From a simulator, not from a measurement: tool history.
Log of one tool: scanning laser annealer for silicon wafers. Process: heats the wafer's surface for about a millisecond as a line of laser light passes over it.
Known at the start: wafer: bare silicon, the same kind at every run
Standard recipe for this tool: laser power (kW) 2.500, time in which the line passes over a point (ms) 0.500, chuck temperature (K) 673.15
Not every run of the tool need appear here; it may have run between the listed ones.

run	hour	laser power (kW)	time in which the line passes over a point (ms)	chuck temperature (K)	highest temperature of the surface (K)
1	0.0	2.500	0.500	673.15	1392.15
2	28.2	2.195	0.500	673.15	1308.15
3	53.8	2.300	0.500	673.15	1337.15
4	83.8	2.300	0.500	673.15	1336.15
5	106.2	2.721	0.500	673.15	1448.15
# hour 132.0: optics aligned, line set to its width
6	134.2	2.500	0.560	673.15	1437.15
7	162.2	2.500	0.500	673.15	1391.15
8	198.3	2.500	0.500	673.15	1391.15
9	217.2	2.500	0.500	673.15	1390.15
10	258.9	2.500	0.527	672.15	1409.15
# hour 295.7: window over the wafer cleaned
11	298.3	2.500	0.527	672.15	1412.15
12	328.2	2.500	0.379	673.15	1290.15
13	349.0	2.500	0.500	682.15	1399.15
14	366.6	2.500	0.500	682.15	1398.15
15	405.2	2.500	0.587	673.15	1456.15
16	446.3	2.500	0.587	673.15	1459.15

What if the next run were any one of these 4? Each begins from the tool's condition after run 16:
A	466.8	2.201	0.525	673.15	?
B	466.8	2.621	0.500	670.15	?
C	466.8	2.500	0.561	673.15	?
D	466.8	2.372	0.500	673.15	?

run	highest temperature of the surface (K)
A	1330.15
B	1417.15
C	1437.15
D	1353.15
Stripped of hidden state, with their random variation kept, the same runs would have yielded:
run	highest temperature of the surface (K)
A	1330.15
B	1417.15
C	1438.15
D	1354.15
